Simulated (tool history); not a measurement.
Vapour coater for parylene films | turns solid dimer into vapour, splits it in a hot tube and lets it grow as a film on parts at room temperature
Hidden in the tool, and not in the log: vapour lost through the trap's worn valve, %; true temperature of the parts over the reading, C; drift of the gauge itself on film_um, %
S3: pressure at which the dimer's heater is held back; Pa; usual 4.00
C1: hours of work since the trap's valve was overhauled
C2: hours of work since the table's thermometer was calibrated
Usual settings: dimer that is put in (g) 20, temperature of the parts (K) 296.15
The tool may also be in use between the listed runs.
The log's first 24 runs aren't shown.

Run 25, hour 817.0: usual settings but dimer that is put in (g) 9, S3 7.16 Pa; C1 122; C2 1270. Result: thickness of the film (nm) 5180.
Run 26, hour 835.8: usual settings but dimer that is put in (g) 31, temperature of the parts (K) 304.15, S3 6.50 Pa; C1 134; C2 1282. Result: thickness of the film (nm) 13840.
Run 27, hour 866.2: usual settings but temperature of the parts (K) 299.15; C1 152; C2 1300. Result: thickness of the film (nm) 10920.
Run 28, hour 897.8: usual settings but dimer that is put in (g) 33, temperature of the parts (K) 292.15; C1 172; C2 1320. Result: thickness of the film (nm) 22470.
Run 29, hour 937.4: usual settings but dimer that is put in (g) 33, temperature of the parts (K) 292.15; C1 196; C2 1344. Result: thickness of the film (nm) 22090.
At hour 950.8: trap's valve overhauled.
Run 30, hour 965.8: usual settings but dimer that is put in (g) 33, temperature of the parts (K) 290.15, S3 2.17 Pa; C1 9; C2 1359. Result: thickness of the film (nm) 26040.
Run 31, hour 997.1: usual settings but dimer that is put in (g) 33, temperature of the parts (K) 290.15, S3 2.17 Pa; C1 28; C2 1378. Result: thickness of the film (nm) 25640.
Run 32, hour 1018.7: usual settings but S3 10.14 Pa; C1 42; C2 1392. Result: thickness of the film (nm) 11650.
Run 33, hour 1062.5: usual settings but S3 10.14 Pa; C1 69; C2 1419. Result: thickness of the film (nm) 11450.
Run 34, hour 1099.6: usual settings but S3 10.14 Pa; C1 92; C2 1441. Result: thickness of the film (nm) 11300.
Run 35, hour 1139.3: usual settings but S3 5.46 Pa; C1 116; C2 1466. Result: thickness of the film (nm) 11750.
Run 36, hour 1173.1: usual settings but S3 9.16 Pa; C1 137; C2 1487. Result: thickness of the film (nm) 10970.
Run 37, hour 1215.1: usual settings but dimer that is put in (g) 25, temperature of the parts (K) 289.15, S3 7.81 Pa; C1 163; C2 1512. Result: thickness of the film (nm) 17430.
Run 38, hour 1244.3: usual settings but temperature of the parts (K) 297.15; C1 181; C2 1530. Result: thickness of the film (nm) 11270.
At hour 1282.9: trap's valve overhauled.
Run 39, hour 1282.9: usual settings but dimer that is put in (g) 17, temperature of the parts (K) 302.15; C1 0; C2 1552. Result: thickness of the film (nm) 8710.
Run 40, hour 1324.5: usual settings but temperature of the parts (K) 300.15, S3 5.92 Pa; C1 26; C2 1577. Result: thickness of the film (nm) 10710.
Run 41, hour 1345.2: usual settings but dimer that is put in (g) 10, temperature of the parts (K) 304.15, S3 4.50 Pa; C1 38; C2 1590. Result: thickness of the film (nm) 4800.
Run 42, hour 1386.1: usual settings but dimer that is put in (g) 10, temperature of the parts (K) 304.15, S3 4.50 Pa; C1 64; C2 1615. Result: thickness of the film (nm) 4670.
Run 43, hour 1417.5: usual settings but S3 5.45 Pa; C1 83; C2 1635. Result: thickness of the film (nm) 11690.
Run 44, hour 1446.0: usual settings but S3 5.45 Pa; C1 100; C2 1652. Result: thickness of the film (nm) 11770.
Run 45, hour 1474.8: usual settings but dimer that is put in (g) 24, S3 10.97 Pa; C1 118; C2 1670. Result: thickness of the film (nm) 13450.
Run 46, hour 1496.0: usual settings but dimer that is put in (g) 27, temperature of the parts (K) 302.15; C1 131; C2 1683. Result: thickness of the film (nm) 13330.

Forecast each of these 4 alternatives for the next run:
Run A, hour 1514.3: usual settings but dimer that is put in (g) 11, temperature of the parts (K) 289.15, S3 6.59 Pa; C1 142; C2 1694. Result: thickness of the film (nm) ?.
Run B, hour 1514.3: usual settings but dimer that is put in (g) 29, temperature of the parts (K) 293.15, S3 3.87 Pa; C1 142; C2 1694. Result: thickness of the film (nm) ?.
Run C, hour 1514.3: usual settings but temperature of the parts (K) 302.15, S3 2.14 Pa; C1 142; C2 1694. Result: thickness of the film (nm) ?.
Run D, hour 1514.3: usual settings but dimer that is put in (g) 13, temperature of the parts (K) 302.15, S3 9.58 Pa; C1 142; C2 1694. Result: thickness of the film (nm) ?.

run  thickness of the film (nm)
  A                        7810
  B                       18770
  C                       10320
  D                        5990
Without the tool's hidden state the same runs would have given:
run  thickness of the film (nm)
  A                        8440
  B                       20280
  C                       11150
  D                        6480

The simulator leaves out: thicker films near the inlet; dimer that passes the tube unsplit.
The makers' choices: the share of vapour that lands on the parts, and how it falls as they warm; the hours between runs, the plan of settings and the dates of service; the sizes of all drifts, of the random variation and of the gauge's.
